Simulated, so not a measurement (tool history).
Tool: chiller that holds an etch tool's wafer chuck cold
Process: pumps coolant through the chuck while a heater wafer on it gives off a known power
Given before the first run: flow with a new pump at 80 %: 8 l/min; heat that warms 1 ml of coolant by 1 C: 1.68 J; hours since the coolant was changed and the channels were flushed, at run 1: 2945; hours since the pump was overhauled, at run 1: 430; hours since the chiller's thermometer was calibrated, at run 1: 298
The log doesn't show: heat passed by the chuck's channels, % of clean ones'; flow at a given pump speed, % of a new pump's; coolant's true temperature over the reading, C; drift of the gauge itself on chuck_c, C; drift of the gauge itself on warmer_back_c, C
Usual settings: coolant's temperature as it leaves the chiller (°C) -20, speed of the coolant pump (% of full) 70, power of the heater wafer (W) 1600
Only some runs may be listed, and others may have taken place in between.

run,hour,coolant's temperature as it leaves the chiller (°C),speed of the coolant pump (% of full),power of the heater wafer (W),hours since the coolant was changed and the channels were flushed,hours since the pump was overhauled,hours since the chiller's thermometer was calibrated,chuck's temperature once it has settled (°C),how much warmer the coolant comes back (C)
1,0.0,-20,70,1600,2945,430,298,2.2,8.25
2,31.8,-14,70,1600,2977,462,330,8.1,8.24
3,66.1,-14,70,1441,3011,496,364,5.9,7.39
4,88.5,-14,70,1441,3033,519,387,5.9,7.50
5,115.3,-14,70,1441,3060,545,413,6.1,7.45
6,154.4,-18,70,1441,3099,584,453,1.9,7.46
7,195.9,-18,70,1441,3141,626,494,1.9,7.44
8,228.8,-18,70,1441,3173,659,527,1.9,7.47
9,267.3,-18,70,1441,3212,697,565,2.1,7.41
10,303.9,-18,70,1441,3249,734,602,1.8,7.35
11,341.0,-20,70,1234,3286,771,639,-3.0,6.34
12,379.6,-20,70,1234,3324,810,678,-2.8,6.37
13,398.1,-20,70,1234,3343,828,696,-3.0,6.39
14,436.5,-20,70,1600,3381,866,735,2.3,8.26
15,473.0,-20,70,1600,3418,903,771,2.1,8.25
16,511.0,-20,72,1600,3456,941,809,1.6,7.99
17,534.3,-20,70,1118,3479,964,832,-4.4,5.77
18,566.9,-20,70,1118,3512,997,865,-4.5,5.76
19,601.9,-16,77,1600,3547,1032,900,4.4,7.51
20,622.7,-28,70,1043,3567,1053,921,-13.4,5.40
21,651.7,-28,70,1043,3596,1082,950,-13.7,5.39
22,676.4,-28,70,1043,3621,1106,975,-13.5,5.33
23,706.3,-28,70,1043,3651,1136,1004,-13.6,5.40
24,748.4,-28,70,1043,3693,1178,1047,-13.5,5.39
25,790.3,-18,75,1518,3735,1220,1088,1.9,7.25
26,816.8,-18,75,1518,3761,1247,1115,1.7,7.29
27,856.6,-15,80,1196,3801,1287,1155,-0.1,5.35
28,879.8,-11,82,896,3824,1310,1178,0.0,3.93
29,899.7,-11,82,896,3844,1330,1198,0.0,3.86
30,932.6,-29,62,896,3877,1363,1231,-15.5,5.24
31,961.2,-29,62,896,3906,1391,1259,-15.3,5.21

Predict each of these 3 candidate next runs independently; none follows another, all start after run 31:
A,1005.5,-19,70,1401,3950,1436,1304,?,?
B,1005.5,-28,65,1769,3950,1436,1304,?,?
C,1005.5,-17,65,1600,3950,1436,1304,?,?

run,chuck's temperature once it has settled (°C),how much warmer the coolant comes back (C)
A,0.3,7.28
B,-1.9,9.76
C,6.5,9.00
Stripped of hidden state, with their random variation kept, the same runs would have yielded:
run,chuck's temperature once it has settled (°C),how much warmer the coolant comes back (C)
A,0.3,7.28
B,-2.0,9.76
C,6.5,9.00
